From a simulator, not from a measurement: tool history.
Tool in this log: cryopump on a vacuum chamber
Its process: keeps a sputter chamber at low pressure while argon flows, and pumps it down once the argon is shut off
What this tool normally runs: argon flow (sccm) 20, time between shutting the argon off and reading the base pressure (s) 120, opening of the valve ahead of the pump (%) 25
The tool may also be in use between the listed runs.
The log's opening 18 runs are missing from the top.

| run | hour | argon flow (sccm) | time between shutting the argon off and reading the base pressure (s) | opening of the valve ahead of the pump (%) | pressure while argon flows (Pa) | pressure after the wait (uPa) |
|---|---|---|---|---|---|---|
| 19 | 1210 | 10 | 120 | 34 | 0.0395 | 2.26 |
| 20 | 1278.4 | 10 | 120 | 34 | 0.0404 | 2.34 |
| 21 | 1356.5 | 38 | 38 | 31 | 0.1685 | 3.7 |
| 22 | 1447.7 | 12 | 36 | 40 | 0.0442 | 3.79 |
| 23 | 1534.5 | 12 | 36 | 40 | 0.0444 | 4 |
|  | 1559.8 | pump warmed up, emptied and cooled again |
| 24 | 1596.6 | 18 | 32 | 31 | 0.0711 | 3.38 |
| 25 | 1659.8 | 20 | 120 | 20 | 0.1237 | 2.11 |
| 26 | 1734.8 | 13 | 144 | 18 | 0.0899 | 2.11 |
| 27 | 1794.7 | 30 | 64 | 26 | 0.1435 | 2.61 |
| 28 | 1848.2 | 24 | 150 | 48 | 0.0633 | 2.14 |
| 29 | 1944 | 10 | 120 | 25 | 0.0505 | 2.58 |
| 30 | 2020.9 | 27 | 118 | 52 | 0.0682 | 2.58 |
| 31 | 2102.9 | 27 | 118 | 52 | 0.0698 | 2.74 |
| 32 | 2174.2 | 20 | 137 | 23 | 0.1115 | 2.7 |
| 33 | 2259.5 | 20 | 137 | 23 | 0.1124 | 2.89 |
| 34 | 2340.8 | 20 | 137 | 23 | 0.113 | 3.03 |

What if the next run were any one of these 4? Each begins from the tool's condition after run 34:
| A | 2417.1 | 20 | 104 | 25 | ? | ? |
| B | 2417.1 | 36 | 27 | 53 | ? | ? |
| C | 2417.1 | 9 | 34 | 27 | ? | ? |
| D | 2417.1 | 20 | 46 | 23 | ? | ? |

| run | pressure while argon flows (Pa) | pressure after the wait (uPa) |
|---|---|---|
| A | 0.1055 | 3.25 |
| B | 0.0981 | 5 |
| C | 0.0443 | 4.39 |
| D | 0.1134 | 3.95 |
With no hidden state in the tool, these same runs would have given:
| run | pressure while argon flows (Pa) | pressure after the wait (uPa) |
|---|---|---|
| A | 0.0969 | 0.78 |
| B | 0.0826 | 2.43 |
| C | 0.0404 | 1.9 |
| D | 0.1048 | 1.44 |
